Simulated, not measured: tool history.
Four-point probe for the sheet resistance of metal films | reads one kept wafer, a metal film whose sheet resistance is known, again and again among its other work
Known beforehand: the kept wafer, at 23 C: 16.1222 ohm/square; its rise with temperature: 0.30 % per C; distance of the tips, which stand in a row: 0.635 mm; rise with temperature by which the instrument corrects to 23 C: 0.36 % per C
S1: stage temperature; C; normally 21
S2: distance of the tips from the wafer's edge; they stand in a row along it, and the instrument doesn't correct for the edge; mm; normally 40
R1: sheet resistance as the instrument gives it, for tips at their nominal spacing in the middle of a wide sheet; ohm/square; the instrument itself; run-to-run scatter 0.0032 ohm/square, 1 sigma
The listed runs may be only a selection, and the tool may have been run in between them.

run 1 hour=0 | S1=21 S2=40 | R1=16.10135
run 2 hour=29.5 | S1=21 S2=40 | R1=16.087685
run 3 hour=59.5 | S1=21 S2=40 | R1=16.097559
run 4 hour=106.9 | S1=18 S2=40 | R1=16.124468
run 5 hour=139.4 | S1=21 S2=39 | R1=16.089215
run 6 hour=188.2 | S1=25 S2=39 | R1=16.045332
run 7 hour=239.5 | S1=25 S2=39 | R1=16.044618
run 8 hour=271 | S1=25 S2=39 | R1=16.047827
run 9 hour=322.9 | S1=25 S2=39 | R1=16.046052
run 10 hour=382.3 | S1=25 S2=39 | R1=16.040813
run 11 hour=433 | S1=21 S2=4 | R1=16.291947
run 12 hour=487.6 | S1=23 S2=4 | R1=16.271173
run 13 hour=517.4 | S1=32 S2=40 | R1=15.976131
run 14 hour=574.9 | S1=32 S2=40 | R1=15.966738
run 15 hour=624.8 | S1=21 S2=40 | R1=16.073357
run 16 hour=656.2 | S1=21 S2=40 | R1=16.072141
run 17 hour=707.8 | S1=21 S2=40 | R1=16.073257
run 18 hour=758.2 | S1=21 S2=40 | R1=16.066602
-- hour=776.5 stage's thermometer calibrated
run 19 hour=793.5 | S1=21 S2=40 | R1=16.049895
run 20 hour=835.7 | S1=31 S2=40 | R1=15.949207
run 21 hour=892.7 | S1=31 S2=17 | R1=15.959721
run 22 hour=942.1 | S1=31 S2=11 | R1=15.973326
run 23 hour=988.4 | S1=31 S2=11 | R1=15.973704
run 24 hour=1048 | S1=32 S2=75 | R1=15.923713
run 25 hour=1095.7 | S1=26 S2=52 | R1=15.987382
run 26 hour=1125.6 | S1=20 S2=54 | R1=16.033654
run 27 hour=1161 | S1=18 S2=73 | R1=16.063124
run 28 hour=1189.4 | S1=20 S2=40 | R1=16.044367
run 29 hour=1246.5 | S1=26 S2=21 | R1=15.989864
run 30 hour=1270.8 | S1=26 S2=21 | R1=15.991228
run 31 hour=1323.1 | S1=26 S2=21 | R1=15.984856
run 32 hour=1369.7 | S1=20 S2=40 | R1=16.032743
run 33 hour=1404.1 | S1=26 S2=40 | R1=15.971966
run 34 hour=1440.1 | S1=26 S2=40 | R1=15.971191
run 35 hour=1480.4 | S1=30 S2=51 | R1=15.92907
run 36 hour=1540.1 | S1=25 S2=27 | R1=15.978293
run 37 hour=1595.4 | S1=25 S2=27 | R1=15.97968
run 38 hour=1630.8 | S1=25 S2=27 | R1=15.98035
run 39 hour=1661.6 | S1=25 S2=27 | R1=15.973529
run 40 hour=1716.8 | S1=31 S2=49 | R1=15.914271
run 41 hour=1747.1 | S1=31 S2=49 | R1=15.916006
run 42 hour=1784.1 | S1=34 S2=4 | R1=16.101829
run 43 hour=1824.4 | S1=34 S2=4 | R1=16.089239
run 44 hour=1867.7 | S1=34 S2=4 | R1=16.097475
run 45 hour=1918.1 | S1=21 S2=59 | R1=16.002838
run 46 hour=1956.6 | S1=18 S2=3 | R1=16.403905

Here are 3 independent what-if runs from the current tool condition. What would each one return?
run A hour=1981.8 | S1=29 S2=44 | R1=?
run B hour=1981.8 | S1=22 S2=3 | R1=?
run C hour=1981.8 | S1=30 S2=3 | R1=?

run=A R1=15.92245
run=B R1=16.369401
run=C R1=16.287081
With the hidden condition removed and each run's random variation left untouched, the same runs would have given:
run=A R1=16.064296
run=B R1=16.514705
run=C R1=16.43192

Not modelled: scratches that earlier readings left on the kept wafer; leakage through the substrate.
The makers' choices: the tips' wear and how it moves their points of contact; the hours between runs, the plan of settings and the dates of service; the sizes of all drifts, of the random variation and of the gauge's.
